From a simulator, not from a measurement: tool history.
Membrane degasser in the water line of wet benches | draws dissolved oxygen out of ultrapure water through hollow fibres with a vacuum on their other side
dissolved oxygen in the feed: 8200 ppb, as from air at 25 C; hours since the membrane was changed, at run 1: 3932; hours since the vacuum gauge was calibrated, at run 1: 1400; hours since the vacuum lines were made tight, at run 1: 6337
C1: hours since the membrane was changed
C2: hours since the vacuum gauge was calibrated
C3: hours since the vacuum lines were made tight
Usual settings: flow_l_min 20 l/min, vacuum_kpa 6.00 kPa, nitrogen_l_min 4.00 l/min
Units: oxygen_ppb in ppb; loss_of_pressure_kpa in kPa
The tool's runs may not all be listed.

Run 1, hour 0.0: usual settings; C1 3932; C2 1400; C3 6337. Result: oxygen_ppb 67.0 ppb, loss_of_pressure_kpa 32.27 kPa.
Run 2, hour 242.9: usual settings; C1 4175; C2 1643; C3 6580. Result: oxygen_ppb 66.1 ppb, loss_of_pressure_kpa 32.05 kPa.
Run 3, hour 416.6: usual settings but flow_l_min 12 l/min; C1 4348; C2 1816; C3 6753. Result: oxygen_ppb 23.3 ppb, loss_of_pressure_kpa 19.06 kPa.
At hour 567.6: seals of the vacuum lines changed.
Run 4, hour 774.8: usual settings; C1 4704; C2 2172; C3 207. Result: oxygen_ppb 66.5 ppb, loss_of_pressure_kpa 32.18 kPa.
Run 5, hour 1091.2: usual settings; C1 5021; C2 2489; C3 524. Result: oxygen_ppb 65.6 ppb, loss_of_pressure_kpa 32.10 kPa.
Run 6, hour 1274.0: usual settings; C1 5204; C2 2672; C3 706. Result: oxygen_ppb 67.1 ppb, loss_of_pressure_kpa 32.41 kPa.
Run 7, hour 1490.6: usual settings; C1 5420; C2 2888; C3 923. Result: oxygen_ppb 65.8 ppb, loss_of_pressure_kpa 32.36 kPa.
Run 8, hour 1787.2: usual settings; C1 5717; C2 3185; C3 1220. Result: oxygen_ppb 66.7 ppb, loss_of_pressure_kpa 32.05 kPa.
Run 9, hour 2070.3: usual settings; C1 6000; C2 3468; C3 1503. Result: oxygen_ppb 67.7 ppb, loss_of_pressure_kpa 32.42 kPa.
Run 10, hour 2239.3: usual settings; C1 6169; C2 3637; C3 1672. Result: oxygen_ppb 67.7 ppb, loss_of_pressure_kpa 32.04 kPa.
Run 11, hour 2544.3: usual settings; C1 6474; C2 3942; C3 1977. Result: oxygen_ppb 67.0 ppb, loss_of_pressure_kpa 32.64 kPa.
Run 12, hour 2810.7: usual settings; C1 6740; C2 4208; C3 2243. Result: oxygen_ppb 66.7 ppb, loss_of_pressure_kpa 32.19 kPa.
Run 13, hour 3096.8: usual settings; C1 7026; C2 4494; C3 2529. Result: oxygen_ppb 66.9 ppb, loss_of_pressure_kpa 32.48 kPa.
At hour 3126.9: vacuum gauge calibrated.
Run 14, hour 3433.4: usual settings but vacuum_kpa 8.07 kPa; C1 7363; C2 306; C3 2865. Result: oxygen_ppb 92.8 ppb, loss_of_pressure_kpa 32.36 kPa.
Run 15, hour 3725.9: usual settings but vacuum_kpa 8.07 kPa; C1 7655; C2 599; C3 3158. Result: oxygen_ppb 90.3 ppb, loss_of_pressure_kpa 32.69 kPa.
Run 16, hour 3999.8: usual settings but vacuum_kpa 7.71 kPa, nitrogen_l_min 1.87 l/min; C1 7929; C2 873; C3 3432. Result: oxygen_ppb 145.9 ppb, loss_of_pressure_kpa 32.37 kPa.
Run 17, hour 4213.2: usual settings but flow_l_min 26 l/min, vacuum_kpa 5.15 kPa, nitrogen_l_min 5.80 l/min; C1 8142; C2 1086; C3 3645. Result: oxygen_ppb 107.7 ppb, loss_of_pressure_kpa 42.05 kPa.
Run 18, hour 4567.0: usual settings but flow_l_min 26 l/min, vacuum_kpa 5.15 kPa, nitrogen_l_min 5.80 l/min; C1 8496; C2 1440; C3 3999. Result: oxygen_ppb 107.3 ppb, loss_of_pressure_kpa 42.39 kPa.
Run 19, hour 4781.2: usual settings but flow_l_min 21 l/min, vacuum_kpa 8.71 kPa, nitrogen_l_min 2.33 l/min; C1 8710; C2 1654; C3 4213. Result: oxygen_ppb 153.5 ppb, loss_of_pressure_kpa 34.39 kPa.
Run 20, hour 5067.3: usual settings but flow_l_min 21 l/min, vacuum_kpa 8.71 kPa, nitrogen_l_min 2.33 l/min; C1 8997; C2 1940; C3 4499. Result: oxygen_ppb 154.0 ppb, loss_of_pressure_kpa 34.17 kPa.
Run 21, hour 5402.6: usual settings but flow_l_min 21 l/min, vacuum_kpa 8.71 kPa, nitrogen_l_min 2.33 l/min; C1 9332; C2 2276; C3 4835. Result: oxygen_ppb 156.5 ppb, loss_of_pressure_kpa 34.47 kPa.
Run 22, hour 5735.0: usual settings but flow_l_min 21 l/min, vacuum_kpa 8.71 kPa, nitrogen_l_min 2.33 l/min; C1 9664; C2 2608; C3 5167. Result: oxygen_ppb 155.0 ppb, loss_of_pressure_kpa 34.32 kPa.
Run 23, hour 5920.4: usual settings but flow_l_min 27 l/min, vacuum_kpa 4.18 kPa, nitrogen_l_min 3.10 l/min; C1 9850; C2 2793; C3 5352. Result: oxygen_ppb 118.8 ppb, loss_of_pressure_kpa 43.84 kPa.
Run 24, hour 6072.1: usual settings but flow_l_min 27 l/min, vacuum_kpa 10.94 kPa, nitrogen_l_min 2.25 l/min; C1 10001; C2 2945; C3 5504. Result: oxygen_ppb 309.3 ppb, loss_of_pressure_kpa 43.96 kPa.
Run 25, hour 6274.7: usual settings but flow_l_min 27 l/min, vacuum_kpa 10.94 kPa, nitrogen_l_min 2.25 l/min; C1 10204; C2 3148; C3 5707. Result: oxygen_ppb 304.7 ppb, loss_of_pressure_kpa 44.16 kPa.
Run 26, hour 6634.9: usual settings but flow_l_min 23 l/min, vacuum_kpa 10.94 kPa, nitrogen_l_min 5.40 l/min; C1 10564; C2 3508; C3 6067. Result: oxygen_ppb 135.7 ppb, loss_of_pressure_kpa 37.50 kPa.
Run 27, hour 6810.4: usual settings but flow_l_min 26 l/min, vacuum_kpa 11.29 kPa, nitrogen_l_min 2.07 l/min; C1 10740; C2 3684; C3 6242. Result: oxygen_ppb 315.6 ppb, loss_of_pressure_kpa 42.39 kPa.
Run 28, hour 7120.4: usual settings but flow_l_min 16 l/min, vacuum_kpa 7.70 kPa, nitrogen_l_min 3.40 l/min; C1 11050; C2 3993; C3 6552. Result: oxygen_ppb 64.1 ppb, loss_of_pressure_kpa 26.25 kPa.
Run 29, hour 7300.3: usual settings but flow_l_min 14 l/min; C1 11229; C2 4173; C3 6732. Result: oxygen_ppb 30.5 ppb, loss_of_pressure_kpa 23.07 kPa.

4 ways to go on from here, each from the tool as it stands after run 29. What would each give?
At hour 7464.1: seals of the vacuum lines changed.
Run A, hour 7500.3: usual settings but vacuum_kpa 9.07 kPa, nitrogen_l_min 2.09 l/min; C1 11427; C2 4371; C3 36. Result: oxygen_ppb ?, loss_of_pressure_kpa ?.
At hour 7464.1: seals of the vacuum lines changed.
Run B, hour 7500.3: usual settings but flow_l_min 25 l/min, vacuum_kpa 3.93 kPa, nitrogen_l_min 2.46 l/min; C1 11427; C2 4371; C3 36. Result: oxygen_ppb ?, loss_of_pressure_kpa ?.
At hour 7464.1: seals of the vacuum lines changed.
Run C, hour 7500.3: usual settings but flow_l_min 25 l/min, vacuum_kpa 14.37 kPa; C1 11427; C2 4371; C3 36. Result: oxygen_ppb ?, loss_of_pressure_kpa ?.
At hour 7464.1: seals of the vacuum lines changed.
Run D, hour 7500.3: usual settings but flow_l_min 25 l/min; C1 11427; C2 4371; C3 36. Result: oxygen_ppb ?, loss_of_pressure_kpa ?.

run  oxygen_ppb  loss_of_pressure_kpa
  A       163.0                 32.93
  B        92.6                 41.01
  C       243.5                 40.66
  D       116.9                 41.01
Without the tool's hidden state the same runs would have given:
run  oxygen_ppb  loss_of_pressure_kpa
  A       162.8                 32.23
  B        92.3                 40.13
  C       243.2                 39.79
  D       116.6                 40.14
